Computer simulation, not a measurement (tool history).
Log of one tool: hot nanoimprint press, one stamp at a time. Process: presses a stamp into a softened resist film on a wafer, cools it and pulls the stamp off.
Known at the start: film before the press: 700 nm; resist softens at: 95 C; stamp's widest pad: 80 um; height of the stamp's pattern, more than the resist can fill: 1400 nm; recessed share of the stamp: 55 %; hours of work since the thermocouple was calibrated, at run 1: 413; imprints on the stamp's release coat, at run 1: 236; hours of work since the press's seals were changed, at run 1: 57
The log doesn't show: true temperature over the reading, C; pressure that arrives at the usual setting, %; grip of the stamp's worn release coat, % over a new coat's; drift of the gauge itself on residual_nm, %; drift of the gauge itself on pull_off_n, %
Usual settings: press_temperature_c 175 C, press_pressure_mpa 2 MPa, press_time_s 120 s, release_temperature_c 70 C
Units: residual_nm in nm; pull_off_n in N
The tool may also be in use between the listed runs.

run     day  press_temperature_c  press_pressure_mpa  press_time_s  release_temperature_c  hours of work since the thermocouple was calibrated  imprints on the stamp's release coat  hours of work since the press's seals were changed  residual_nm  pull_off_n
  1       0                  175                   2           120                     70                                                  413                                   236                                                  57        356.1         197
      1.204  -- plate thermocouple calibrated
  2   2.158                  175                   2           120                     70                                                   14                                   424                                                  88        335.7         198
  3   3.288                  175                   2           120                     70                                                   31                                   528                                                 105        333.8         201
      3.908  -- stamp cleaned and given a new release coat
  4   5.554                  175                   2           120                     70                                                   62                                   152                                                 136        335.6         194
  5   6.783                  175                   2           120                     70                                                   80                                   265                                                 154        341.8         194
  6   8.804                  167                   2           120                     70                                                  111                                   452                                                 185          468         200
      10.35  -- stamp cleaned and given a new release coat
  7  11.108                  167                   2           120                     70                                                  142                                    70                                                 215          470         188
  8  12.762                  165                   2           120                     70                                                  167                                   223                                                 240        503.1         195
  9  14.104                  175                1.46           120                     70                                                  187                                   346                                                 261        386.9         199
 10  15.929                  176                   2           120                     70                                                  215                                   514                                                 288        332.1         205
     16.825  -- stamp cleaned and given a new release coat
 11  17.258                  176                   2           120                     70                                                  231                                    40                                                 305        333.7         190
 12    18.8                  176                   2           120                     70                                                  254                                   182                                                 328        333.8         195
 13  19.904                  175                   2           120                     70                                                  271                                   284                                                 344        347.5         196
 14  21.121                  175                   2           120                     70                                                  289                                   396                                                 363        349.2         200
     23.167  -- stamp cleaned and given a new release coat
 15  23.429                  175                   2           120                     70                                                  320                                    24                                                 394        352.1         190
 16  24.946                  175                   2           130                     61                                                  343                                   164                                                 417        344.9         213
 17    26.1                  166                   2           130                     70                                                  360                                   270                                                 434          491         196
 18  27.392                  174                1.51           129                     69                                                  380                                   389                                                 454        401.3         200
 19  28.604                  174                1.51           129                     69                                                  398                                   501                                                 472        404.8         204
     29.604  -- stamp cleaned and given a new release coat
 20   30.75                  169                1.23           120                     70                                                  427                                   106                                                 501          522         193
     31.058  -- plate thermocouple calibrated
 21  32.317                  175                1.51            81                     70                                                   19                                   239                                                 522        432.7         196
 22    33.9                  175                1.51            81                     70                                                   43                                   385                                                 546        427.7         197
 23  35.592                  175                1.51            81                     74                                                   68                                   541                                                 572        429.6         193
     36.146  -- stamp cleaned and given a new release coat
 24  36.975                  175                1.51            63                     64                                                   85                                    76                                                 589        467.3         201
 25  38.379                  175                1.51            63                     64                                                  107                                   206                                                 610        466.3         205
 26  39.358                  175                1.96            63                     56                                                  121                                   296                                                 625        427.9         224
 27  40.292                  175                1.96            63                     56                                                  136                                   382                                                 639        430.7         223
     42.517  -- stamp cleaned and given a new release coat
 28  42.517                  175                1.96            63                     56                                                  165                                     0                                                 669        430.5         214
 29  44.462                  182                1.96            63                     56                                                  195                                   179                                                 698          329         217

Forecast each of these 5 alternatives for the next run:
  A  46.125                  182                1.96            63                     56                                                  220                                   332                                                 723            ?           ?
  B  46.125                  182                1.96            71                     64                                                  220                                   332                                                 723            ?           ?
  C  46.125                  175                3.13           120                     78                                                  220                                   332                                                 723            ?           ?
  D  46.125                  171                 2.1           133                     56                                                  220                                   332                                                 723            ?           ?
  E  46.125                  177                1.97           120                     70                                                  220                                   332                                                 723            ?           ?

run  residual_nm  pull_off_n
  A        333.2         223
  B        316.2         210
  C        288.6         183
  D          392         226
  E        321.1         199
Without the tool's hidden state the same runs would have given:
run  residual_nm  pull_off_n
  A          319         212
  B        302.5         199
  C        272.4         174
  D        375.3         215
  E        306.7         189

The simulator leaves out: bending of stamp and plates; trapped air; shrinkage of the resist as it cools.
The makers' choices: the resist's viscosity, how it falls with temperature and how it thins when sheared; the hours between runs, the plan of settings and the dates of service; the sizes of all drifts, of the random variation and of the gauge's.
